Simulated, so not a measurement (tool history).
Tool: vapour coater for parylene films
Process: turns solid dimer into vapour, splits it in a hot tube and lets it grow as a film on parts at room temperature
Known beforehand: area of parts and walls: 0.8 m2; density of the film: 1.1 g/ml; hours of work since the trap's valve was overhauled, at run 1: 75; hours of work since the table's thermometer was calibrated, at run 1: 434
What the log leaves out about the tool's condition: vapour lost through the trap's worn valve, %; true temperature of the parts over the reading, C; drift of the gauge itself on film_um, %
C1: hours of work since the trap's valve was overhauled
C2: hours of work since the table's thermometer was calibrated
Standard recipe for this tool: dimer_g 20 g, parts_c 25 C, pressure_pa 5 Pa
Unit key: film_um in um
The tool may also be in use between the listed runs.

Run 1, hour 0: usual settings; C1 75; C2 434. Result: film_um 13.73 um.
Run 2, hour 27.6: usual settings; C1 96; C2 456. Result: film_um 13.65 um.
Run 3, hour 55.6: usual settings; C1 118; C2 477. Result: film_um 13.52 um.
Run 4, hour 77.3: usual settings; C1 135; C2 494. Result: film_um 13.35 um.
Run 5, hour 108.2: usual settings but dimer_g 35 g; C1 158; C2 518. Result: film_um 23.52 um.
Run 6, hour 128.4: usual settings but dimer_g 35 g; C1 174; C2 534. Result: film_um 23.53 um.
Run 7, hour 164.7: usual settings; C1 202; C2 562. Result: film_um 13.17 um.
Run 8, hour 191.1: usual settings but pressure_pa 2.04 Pa; C1 223; C2 582. Result: film_um 16.18 um.
Run 9, hour 228: usual settings but pressure_pa 2.04 Pa; C1 251; C2 611. Result: film_um 16.08 um.
Run 10, hour 257.2: usual settings but pressure_pa 2.04 Pa; C1 274; C2 634. Result: film_um 15.9 um.
Run 11, hour 281.9: usual settings but pressure_pa 2.04 Pa; C1 293; C2 653. Result: film_um 15.84 um.
Run 12, hour 317: usual settings but pressure_pa 9.63 Pa; C1 320; C2 680. Result: film_um 11 um.
Run 13, hour 351.8: usual settings but pressure_pa 9.63 Pa; C1 347; C2 707. Result: film_um 10.82 um.
Run 14, hour 370.5: usual settings but pressure_pa 9.63 Pa; C1 362; C2 721. Result: film_um 10.77 um.
Run 15, hour 392: usual settings but pressure_pa 9.63 Pa; C1 378; C2 738. Result: film_um 10.86 um.
Run 16, hour 414.7: usual settings but pressure_pa 9.63 Pa; C1 396; C2 756. Result: film_um 10.54 um.
Run 17, hour 444.9: usual settings but dimer_g 13 g; C1 419; C2 779. Result: film_um 7.95 um.
Run 18, hour 473.2: usual settings but pressure_pa 2.95 Pa; C1 441; C2 801. Result: film_um 13.68 um.
Run 19, hour 514.9: usual settings; C1 474; C2 833. Result: film_um 12.2 um.
At hour 530: trap's valve overhauled.
Run 20, hour 552.3: usual settings; C1 17; C2 859. Result: film_um 13.59 um.
Run 21, hour 579.7: usual settings; C1 38; C2 880. Result: film_um 13.45 um.
Run 22, hour 604.6: usual settings; C1 58; C2 900. Result: film_um 13.55 um.
Run 23, hour 635.9: usual settings but parts_c 22 C; C1 82; C2 924. Result: film_um 15.3 um.
Run 24, hour 654.6: usual settings but dimer_g 11 g, pressure_pa 10.48 Pa; C1 96; C2 938. Result: film_um 6.09 um.
Run 25, hour 690.3: usual settings but parts_c 26 C, pressure_pa 9.09 Pa; C1 124; C2 966. Result: film_um 10.93 um.
Run 26, hour 733.2: usual settings but parts_c 27 C, pressure_pa 7.42 Pa; C1 157; C2 999. Result: film_um 10.67 um.
Run 27, hour 768.8: usual settings but parts_c 27 C, pressure_pa 7.42 Pa; C1 185; C2 1027. Result: film_um 10.55 um.
Run 28, hour 788.6: usual settings but dimer_g 13 g, parts_c 37 C, pressure_pa 2.04 Pa; C1 200; C2 1042. Result: film_um 5.8 um.
Run 29, hour 832.6: usual settings but dimer_g 32 g, parts_c 37 C, pressure_pa 2.04 Pa; C1 234; C2 1076. Result: film_um 14.31 um.
Run 30, hour 861.4: usual settings but dimer_g 32 g, parts_c 37 C, pressure_pa 10.68 Pa; C1 257; C2 1099. Result: film_um 9.65 um.
Run 31, hour 887.5: usual settings but dimer_g 11 g, parts_c 20 C, pressure_pa 3.16 Pa; C1 277; C2 1119. Result: film_um 9.74 um.
Run 32, hour 920.2: usual settings but dimer_g 26 g, parts_c 33 C, pressure_pa 5.07 Pa; C1 302; C2 1144. Result: film_um 11.02 um.
Run 33, hour 946.7: usual settings but parts_c 20 C; C1 323; C2 1165. Result: film_um 15.67 um.
Run 34, hour 967.7: usual settings but dimer_g 9 g, parts_c 22 C; C1 339; C2 1181. Result: film_um 6.35 um.
Run 35, hour 987.3: usual settings but dimer_g 16 g; C1 354; C2 1196. Result: film_um 9.61 um.
Run 36, hour 1029: usual settings but pressure_pa 3.61 Pa; C1 387; C2 1229. Result: film_um 13.01 um.
Run 37, hour 1070.9: usual settings but pressure_pa 3.61 Pa; C1 419; C2 1261. Result: film_um 13.07 um.
Run 38, hour 1090.3: usual settings but dimer_g 28 g, pressure_pa 4.46 Pa; C1 434; C2 1276. Result: film_um 17.05 um.
Run 39, hour 1128.7: usual settings but dimer_g 28 g, pressure_pa 4.46 Pa; C1 464; C2 1306. Result: film_um 16.82 um.
At hour 1156.4: trap's valve overhauled.
Run 40, hour 1168.4: usual settings but parts_c 24 C, pressure_pa 2.09 Pa; C1 9; C2 1334. Result: film_um 17.3 um.
Run 41, hour 1194: usual settings but dimer_g 9 g, parts_c 20 C, pressure_pa 2.71 Pa; C1 29; C2 1353. Result: film_um 8.81 um.
Run 42, hour 1215: usual settings but dimer_g 9 g, parts_c 20 C, pressure_pa 2.71 Pa; C1 45; C2 1370. Result: film_um 8.81 um.
Run 43, hour 1259.9: usual settings but dimer_g 17 g, parts_c 36 C, pressure_pa 5.47 Pa; C1 80; C2 1404. Result: film_um 6.54 um.

5 options for the next run, each taken on its own from the tool as it stands now. Forecast them:
Run A, hour 1291.6: usual settings but parts_c 34 C; C1 105; C2 1429. Result: film_um ?.
Run B, hour 1291.6: usual settings but dimer_g 10 g, pressure_pa 3.66 Pa; C1 105; C2 1429. Result: film_um ?.
Run C, hour 1291.6: usual settings but dimer_g 16 g, parts_c 36 C, pressure_pa 5.47 Pa; C1 105; C2 1429. Result: film_um ?.
Run D, hour 1291.6: usual settings but dimer_g 13 g, parts_c 24 C, pressure_pa 6.4 Pa; C1 105; C2 1429. Result: film_um ?.
Run E, hour 1291.6: usual settings but pressure_pa 4.81 Pa; C1 105; C2 1429. Result: film_um ?.

run  film_um
  A     8.58
  B     7.02
  C     6.07
  D     8.35
  E    13.11
With the hidden condition removed and each run's random variation left untouched, the same runs would have given:
run  film_um
  A     9.22
  B     7.55
  C     6.53
  D     8.98
  E     14.1
